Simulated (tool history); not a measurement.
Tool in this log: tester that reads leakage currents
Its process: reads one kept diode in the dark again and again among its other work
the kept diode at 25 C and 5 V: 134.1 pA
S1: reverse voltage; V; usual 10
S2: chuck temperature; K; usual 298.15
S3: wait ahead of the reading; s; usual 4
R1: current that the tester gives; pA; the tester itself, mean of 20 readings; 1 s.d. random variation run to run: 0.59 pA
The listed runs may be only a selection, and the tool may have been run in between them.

| run | hour | S1 | S2 | S3 | R1 |
|---|---|---|---|---|---|
| 1 | 0 | 10 | 298.15 | 4 | 233.38 |
| 2 | 77.6 | 10 | 298.15 | 4 | 236.25 |
| 3 | 193.2 | 10 | 298.15 | 4 | 239.39 |
| 4 | 332.9 | 10 | 300.15 | 4 | 293.97 |
| 5 | 464.3 | 10 | 300.15 | 4 | 298.66 |
| 6 | 565.6 | 10 | 298.15 | 4 | 249.8 |
| 7 | 736.8 | 10 | 302.15 | 4 | 369.34 |
| 8 | 893.4 | 10 | 302.15 | 4 | 377.07 |
| 9 | 1017.2 | 10 | 302.15 | 4 | 381.88 |
|  | 1034.6 | chuck's temperature calibrated |
| 10 | 1144.4 | 2.6 | 302.15 | 4 | 143.46 |
| 11 | 1309 | 2.6 | 302.15 | 4 | 146.71 |
| 12 | 1471.8 | 10 | 298.15 | 4 | 217.53 |
| 13 | 1638.6 | 10 | 298.15 | 4 | 222.88 |
| 14 | 1781.7 | 10 | 298.15 | 6.18 | 225.95 |
| 15 | 1940.1 | 10 | 298.15 | 4 | 230.22 |
| 16 | 2014.1 | 10 | 298.15 | 4 | 231.26 |
| 17 | 2167.8 | 10 | 298.15 | 4 | 237.73 |
| 18 | 2280.7 | 10 | 298.15 | 4 | 240.18 |
| 19 | 2390.8 | 10 | 298.15 | 4 | 244.18 |
| 20 | 2492 | 10 | 298.15 | 4 | 246.23 |
| 21 | 2643.1 | 1.2 | 297.15 | 4 | 70.1 |

What will run 22 give?
| 22 | 2722.5 | 3 | 311.15 | 0.84 | ? |

{"run 22": {"R1": 413.39}}
Had the tool carried no hidden state, the very same run would have given R1 343.95 pA.
